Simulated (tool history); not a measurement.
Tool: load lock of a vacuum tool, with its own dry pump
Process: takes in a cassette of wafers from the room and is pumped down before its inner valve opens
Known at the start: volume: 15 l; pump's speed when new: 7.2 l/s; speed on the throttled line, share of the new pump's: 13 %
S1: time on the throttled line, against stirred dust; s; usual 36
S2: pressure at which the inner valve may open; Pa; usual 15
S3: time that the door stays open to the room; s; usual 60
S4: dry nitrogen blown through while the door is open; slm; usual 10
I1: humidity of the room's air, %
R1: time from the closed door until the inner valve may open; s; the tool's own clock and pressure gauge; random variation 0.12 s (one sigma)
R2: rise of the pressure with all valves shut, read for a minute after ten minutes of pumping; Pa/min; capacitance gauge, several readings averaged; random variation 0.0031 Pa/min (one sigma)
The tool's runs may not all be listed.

Run 1, hour 0: usual settings; I1 46.3. Result: R1 49.6 s, R2 0.389 Pa/min.
Run 2, hour 198.6: usual settings; I1 47.7. Result: R1 50 s, R2 0.413 Pa/min.
Run 3, hour 358.2: usual settings but S2 12 Pa; I1 49.6. Result: R1 50.4 s, R2 0.42 Pa/min.
Run 4, hour 524.2: usual settings but S2 12 Pa; I1 43.4. Result: R1 50.4 s, R2 0.419 Pa/min.
Run 5, hour 676.2: usual settings but S2 12 Pa, S3 28 s; I1 46. Result: R1 50.2 s, R2 0.399 Pa/min.
Run 6, hour 881.7: usual settings but S3 168 s; I1 44. Result: R1 49.9 s, R2 0.522 Pa/min.
Run 7, hour 1079.9: usual settings but S3 168 s; I1 44.2. Result: R1 50 s, R2 0.533 Pa/min.
Run 8, hour 1241.2: usual settings but S3 168 s; I1 44. Result: R1 49.9 s, R2 0.548 Pa/min.
Run 9, hour 1455.8: usual settings but S3 168 s; I1 43.1. Result: R1 49.9 s, R2 0.552 Pa/min.
Run 10, hour 1598.9: usual settings but S3 187 s; I1 44.8. Result: R1 49.8 s, R2 0.577 Pa/min.
Run 11, hour 1782.8: usual settings; I1 41.6. Result: R1 50 s, R2 0.495 Pa/min.
Run 12, hour 1983.3: usual settings but S1 25 s; I1 47.5. Result: R1 40.5 s, R2 0.508 Pa/min.
Run 13, hour 2123.8: usual settings but S1 25 s; I1 44.5. Result: R1 40.7 s, R2 0.518 Pa/min.
Run 14, hour 2285.2: usual settings but S1 25 s; I1 43.9. Result: R1 40.6 s, R2 0.518 Pa/min.
Run 15, hour 2479.3: usual settings but S1 25 s; I1 44.3. Result: R1 40.6 s, R2 0.543 Pa/min.
Run 16, hour 2664.6: usual settings but S4 12 slm; I1 45.4. Result: R1 50.2 s, R2 0.553 Pa/min.
Run 17, hour 2839.5: usual settings but S2 19 Pa, S4 12 slm; I1 43.9. Result: R1 49.7 s, R2 0.554 Pa/min.
Run 18, hour 2947.9: usual settings; I1 45. Result: R1 50 s, R2 0.573 Pa/min.
Run 19, hour 3138.7: usual settings but S2 19 Pa; I1 45.7. Result: R1 49.7 s, R2 0.572 Pa/min.
Run 20, hour 3261.9: usual settings but S2 16 Pa, S3 162 s; I1 45.7. Result: R1 50.1 s, R2 0.667 Pa/min.
Run 21, hour 3465.8: usual settings but S2 16 Pa, S3 162 s; I1 42. Result: R1 50.2 s, R2 0.678 Pa/min.
Run 22, hour 3634.1: usual settings but S2 16 Pa, S3 162 s, S4 22 slm; I1 47.9. Result: R1 50.3 s, R2 0.674 Pa/min.
Run 23, hour 3778.2: usual settings but S2 16 Pa, S3 162 s, S4 22 slm; I1 43.5. Result: R1 50.3 s, R2 0.674 Pa/min.
Run 24, hour 3959: usual settings but S1 33 s, S3 97 s; I1 43. Result: R1 48.1 s, R2 0.66 Pa/min.
At hour 4041.7: door's seal changed, seat wiped.
Run 25, hour 4186.1: usual settings but S1 33 s, S3 97 s; I1 47.7. Result: R1 47.9 s, R2 0.129 Pa/min.
Run 26, hour 4378: usual settings but S4 9 slm; I1 49.9. Result: R1 50.6 s, R2 0.105 Pa/min.

Forecast run 27:
Run 27, hour 4517.9: usual settings but S4 9 slm; I1 44.4. Result: R1 ?, R2 ?.

Run 27 gave R1 50.7 s, R2 0.094 Pa/min.
Without the tool's hidden state the same run would have given R1 49.7 s, R2 0.085 Pa/min.
